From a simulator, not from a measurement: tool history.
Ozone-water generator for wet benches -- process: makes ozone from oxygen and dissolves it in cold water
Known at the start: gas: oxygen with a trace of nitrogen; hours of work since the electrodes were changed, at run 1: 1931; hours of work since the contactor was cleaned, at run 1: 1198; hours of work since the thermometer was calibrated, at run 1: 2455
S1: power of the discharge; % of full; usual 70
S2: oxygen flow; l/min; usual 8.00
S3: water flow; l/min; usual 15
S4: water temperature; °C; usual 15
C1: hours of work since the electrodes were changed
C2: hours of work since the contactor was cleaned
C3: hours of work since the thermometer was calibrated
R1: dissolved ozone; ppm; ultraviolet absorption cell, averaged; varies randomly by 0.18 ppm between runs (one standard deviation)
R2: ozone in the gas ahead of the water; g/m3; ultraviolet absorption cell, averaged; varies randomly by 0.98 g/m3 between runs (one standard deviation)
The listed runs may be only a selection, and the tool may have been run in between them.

run,day,S1,S2,S3,S4,C1,C2,C3,R1,R2
1,0.000,70,8.00,15,15,1931,1198,2455,22.5,156.5
2,2.683,70,8.00,15,15,1993,1259,2516,22.4,156.2
3,4.429,80,8.00,15,15,2033,1300,2556,25.5,176.9
4,7.071,80,8.00,15,15,2093,1360,2616,25.1,176.1
5,10.758,80,8.00,15,15,2178,1444,2701,24.9,177.3
6,12.875,80,8.00,15,15,2226,1493,2749,25.1,175.7
7,14.754,80,8.00,15,15,2269,1536,2793,25.0,175.3
8,16.871,80,8.00,15,15,2318,1584,2841,24.9,176.7
9,20.350,80,8.00,15,15,2398,1664,2921,25.0,175.4
10,22.242,80,8.00,15,15,2441,1707,2964,24.6,175.5
11,24.079,70,8.00,14,15,2483,1750,3006,23.2,154.7
12,27.671,70,8.00,15,12,2565,1832,3088,23.3,154.6
13,31.171,70,8.00,15,15,2645,1912,3168,21.8,153.9
14,35.400,70,8.00,15,15,2742,2009,3265,21.8,152.1
15,38.542,70,8.00,15,15,2814,2081,3337,21.7,152.9
16,40.771,70,8.00,15,15,2865,2132,3388,21.4,154.2
17,42.758,70,8.00,13,15,2911,2177,3434,23.7,153.5
18,45.233,70,8.00,13,15,2967,2234,3491,23.6,152.9
19,49.338,64,5.17,15,21,3061,2328,3585,19.4,188.0
20,51.467,50,4.86,20,12,3110,2377,3633,14.3,157.3
21,53.638,70,13.71,15,15,3160,2427,3683,18.3,108.6
22,55.367,70,13.71,16,15,3200,2466,3723,17.6,108.4
23,58.992,97,8.00,15,15,3283,2549,3806,28.3,198.6
# day 59.538: contactor cleaned
24,61.400,57,14.23,18,13,3334,43,3857,13.5,88.6
25,64.029,57,14.23,18,13,3394,103,3917,13.8,88.0
26,68.279,57,14.23,18,13,3492,200,4015,13.6,87.9
27,71.121,57,14.23,13,13,3557,265,4080,16.6,87.4
28,73.146,47,14.23,13,10,3603,312,4126,15.0,74.7
# day 77.304: contactor cleaned, once more
29,77.304,47,14.23,13,10,3694,0,4218,15.7,73.9
30,80.888,47,14.23,13,10,3776,82,4300,15.7,73.9
31,83.842,47,14.23,13,10,3844,150,4367,15.8,75.6
32,87.900,93,4.27,15,23,3937,243,4460,26.2,276.4
33,89.754,78,4.64,10,14,3980,285,4503,34.4,224.2
34,93.812,49,8.00,15,21,4073,378,4596,13.9,109.6

For some of the steps in R1 from one run to the next: how much would appear even if the tool had no hidden state, given the settings, what came in and random variation, and how much remains for the hidden state plus any gauge scatter that the measured result and the result without hidden state don't share?
The hidden state here: yield of the discharge, % of new electrodes'; contactor's efficiency, % of a clean one's; true water temperature over the reading, C; drift of the gauge itself on ozone_ppm, %; drift of the gauge itself on gas_g_m3, %.
Run 22 -> 23: S1 70 -> 97, S2 13.71 -> 8.00, S3 16 -> 15. R1 +10.7 ppm: hidden state -2.7, all else +13.4.
Run 23 -> 24: S1 97 -> 57, S2 8.00 -> 14.23, S3 15 -> 18, S4 15 -> 13, contactor cleaned. R1 -14.8 ppm: hidden state +3.1, all else -17.9.
Run 31 -> 32: S1 47 -> 93, S2 14.23 -> 4.27, S3 13 -> 15, S4 10 -> 23. R1 +10.4 ppm: hidden state -3.4, all else +13.8.
Run 33 -> 34: S1 78 -> 49, S2 4.64 -> 8.00, S3 10 -> 15, S4 14 -> 21. R1 -20.5 ppm: hidden state +4.0, all else -24.5.

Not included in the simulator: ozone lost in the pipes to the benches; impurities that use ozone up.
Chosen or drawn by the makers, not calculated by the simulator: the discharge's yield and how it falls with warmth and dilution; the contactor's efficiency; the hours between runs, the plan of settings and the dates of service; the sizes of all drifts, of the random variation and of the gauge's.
